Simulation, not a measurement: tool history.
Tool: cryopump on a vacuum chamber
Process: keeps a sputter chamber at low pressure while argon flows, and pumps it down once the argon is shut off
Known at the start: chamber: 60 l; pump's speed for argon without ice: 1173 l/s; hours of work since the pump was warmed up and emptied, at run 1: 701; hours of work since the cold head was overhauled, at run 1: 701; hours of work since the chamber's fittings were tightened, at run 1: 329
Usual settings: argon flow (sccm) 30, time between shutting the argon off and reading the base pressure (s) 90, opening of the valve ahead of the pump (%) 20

run,hour,argon flow (sccm),time between shutting the argon off and reading the base pressure (s),opening of the valve ahead of the pump (%),hours of work since the pump was warmed up and emptied,hours of work since the cold head was overhauled,hours of work since the chamber's fittings were tightened,pressure while argon flows (Pa),pressure after the wait (uPa)
1,0,30,90,20,701,701,329,0.2327,1.57
2,33.4,30,90,20,728,728,356,0.2366,1.58
3,66.1,15,90,20,755,755,383,0.1187,1.65
# hour 108: pump warmed up, emptied and cooled again
4,111.5,30,90,48,3,787,415,0.0903,1.4
5,144,30,90,48,29,814,442,0.0916,1.39
6,178.7,30,90,48,57,842,470,0.0913,1.42
7,212.4,30,44,20,85,869,497,0.2186,2.16
8,243.6,30,90,20,110,894,522,0.2176,1.54
9,276.1,30,90,20,136,921,549,0.2197,1.58
10,325.6,15,90,20,176,961,589,0.1108,1.64
11,388.6,14,90,20,228,1012,640,0.1028,1.8
12,458.2,30,90,20,284,1068,696,0.2215,1.78
13,495.3,30,113,20,314,1099,726,0.2224,1.75
14,570.9,30,113,20,375,1160,788,0.2242,1.87
15,646.7,30,113,20,437,1221,849,0.2256,1.98
16,702.3,30,113,20,482,1266,894,0.2249,2.04
17,746,18,86,26,517,1302,930,0.1058,2.33
18,821.8,13,173,24,579,1363,991,0.084,2.08
19,884.5,13,173,24,630,1414,1042,0.0843,2.2
20,930.9,13,173,24,667,1452,1080,0.0846,2.27
21,1004.9,30,102,31,727,1512,1140,0.1548,2.71
22,1056.5,30,102,31,769,1554,1181,0.1589,2.86
# hour 1078.8: pump warmed up, emptied and cooled again
23,1120.9,57,90,41,34,1602,1230,0.2042,2.43
24,1159.9,12,180,51,66,1633,1261,0.0357,2.04
25,1232.2,30,90,35,124,1692,1320,0.1274,2.51
26,1280.9,48,90,35,164,1731,1359,0.2038,2.57
27,1327.5,48,90,35,202,1769,1397,0.2062,2.66
28,1373.2,48,90,35,239,1806,1434,0.208,2.75
29,1408.6,48,90,35,267,1835,1463,0.2081,2.76
30,1463.4,21,27,43,312,1879,1507,0.0755,4.33
31,1536.4,51,27,30,371,1939,1567,0.2601,4.33

How the hidden state differs across the entries between the runs, from the last listed run before each to the first after it:
Between runs 3 and 4: pump warmed up, emptied and cooled again (hour 108)
  pump's speed, % of a pump's without ice: 68.7 -> 99.8; cold plate's temperature, K: 12.38 -> 12.39; leak into the chamber, uPa l/s: 809 -> 852
  measured less the result without the state, pressure while argon flows (Pa): +0.0101 -> +0.0004; pressure after the wait (uPa): +0.76 -> +0.48
Between runs 22 and 23: pump warmed up, emptied and cooled again (hour 1078.8)
  pump's speed, % of a pump's without ice: 70 -> 97.5; cold plate's temperature, K: 12.61 -> 12.63; leak into the chamber, uPa l/s: 1868 -> 1935
  measured less the result without the state, pressure while argon flows (Pa): +0.0193 -> +0.0032; pressure after the wait (uPa): +2.06 -> +1.5

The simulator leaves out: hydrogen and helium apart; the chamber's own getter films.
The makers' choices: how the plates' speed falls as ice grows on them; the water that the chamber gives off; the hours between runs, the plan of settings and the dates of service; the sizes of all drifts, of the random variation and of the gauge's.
